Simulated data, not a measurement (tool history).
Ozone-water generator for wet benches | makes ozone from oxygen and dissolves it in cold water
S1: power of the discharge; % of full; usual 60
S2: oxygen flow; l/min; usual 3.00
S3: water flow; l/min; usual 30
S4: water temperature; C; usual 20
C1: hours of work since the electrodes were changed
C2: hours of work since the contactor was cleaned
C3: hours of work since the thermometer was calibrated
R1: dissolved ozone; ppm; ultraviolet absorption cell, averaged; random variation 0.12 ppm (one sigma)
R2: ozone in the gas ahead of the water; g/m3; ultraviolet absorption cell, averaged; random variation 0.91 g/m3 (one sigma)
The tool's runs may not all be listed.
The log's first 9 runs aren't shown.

run     day  S1    S2  S3  S4    C1    C2    C3    R1     R2
 10  20.283  60  3.00  39  20  2076   321   709   7.2  148.2
 11  22.075  60  3.00  39  20  2109   354   742   7.3  146.5
 12  24.238  60  3.00  39  20  2149   395   782   7.5  146.0
 13  26.725  60  3.00  39  20  2195   441   828   7.5  147.0
 14  28.996  60  3.00  30  20  2237   483   870   9.3  146.5
 15  30.262  57  3.00  30  20  2261   506   894   8.8  142.2
 16  31.629  66  3.00  30  20  2286   531   919   9.7  152.2
 17  33.817  66  3.00  30  20  2327   572   960   9.7  153.1
 18  36.029  66  3.00  26  22  2368   613  1000  11.1  154.6
 19  37.400  81  3.44  24  20  2393   638  1026  14.1  164.8
 20  39.746  79  5.07  23  14  2436   682  1069  17.3  144.0
 21  40.946  79  5.07  23  14  2459   704  1091  17.3  146.5
 22  43.150  79  5.07  23  14  2499   744  1132  17.4  144.0
 23  44.671  60  1.56  30  25  2527   773  1160   6.5  179.9
 24  45.983  74  1.56  30  14  2552   797  1185   7.9  198.8
 25  47.975  75  2.20  30  12  2589   834  1222   9.4  181.6
 26  49.575  62  3.00  22  20  2618   863  1251  12.5  148.6
 27  50.788  60  3.00  30  20  2641   886  1274   9.3  145.8
 28  53.067  60  3.46  30  13  2683   928  1316  10.2  137.7
 29  54.708  60  3.46  30  13  2713   958  1346  10.3  139.2
 30  56.442  44  1.53  30  13  2745   990  1378   5.7  150.8
 31  58.867  44  1.53  30  13  2790  1035  1423   5.7  150.0
 32  60.654  44  1.79  30  13  2823  1068  1456   6.2  143.3
 33  62.883  44  4.34  25  13  2865  1110  1497  11.3  109.4
 34  65.021  60  3.00  44  20  2904  1149  1537   6.4  143.4

Forecast each of these 3 alternatives for the next run:
  A  66.279  60  3.00  30  12  2927  1173  1560   ?   ?
  B  66.279  49  4.07  42  20  2927  1173  1560   ?   ?
  C  66.279  60  2.72  30  20  2927  1173  1560   ?   ?

run    R1     R2
  A  10.0  144.2
  B   7.0  118.2
  C   8.9  149.2
Without the tool's hidden state the same runs would have given:
run    R1     R2
  A  10.6  152.2
  B   7.4  123.9
  C   9.4  157.5

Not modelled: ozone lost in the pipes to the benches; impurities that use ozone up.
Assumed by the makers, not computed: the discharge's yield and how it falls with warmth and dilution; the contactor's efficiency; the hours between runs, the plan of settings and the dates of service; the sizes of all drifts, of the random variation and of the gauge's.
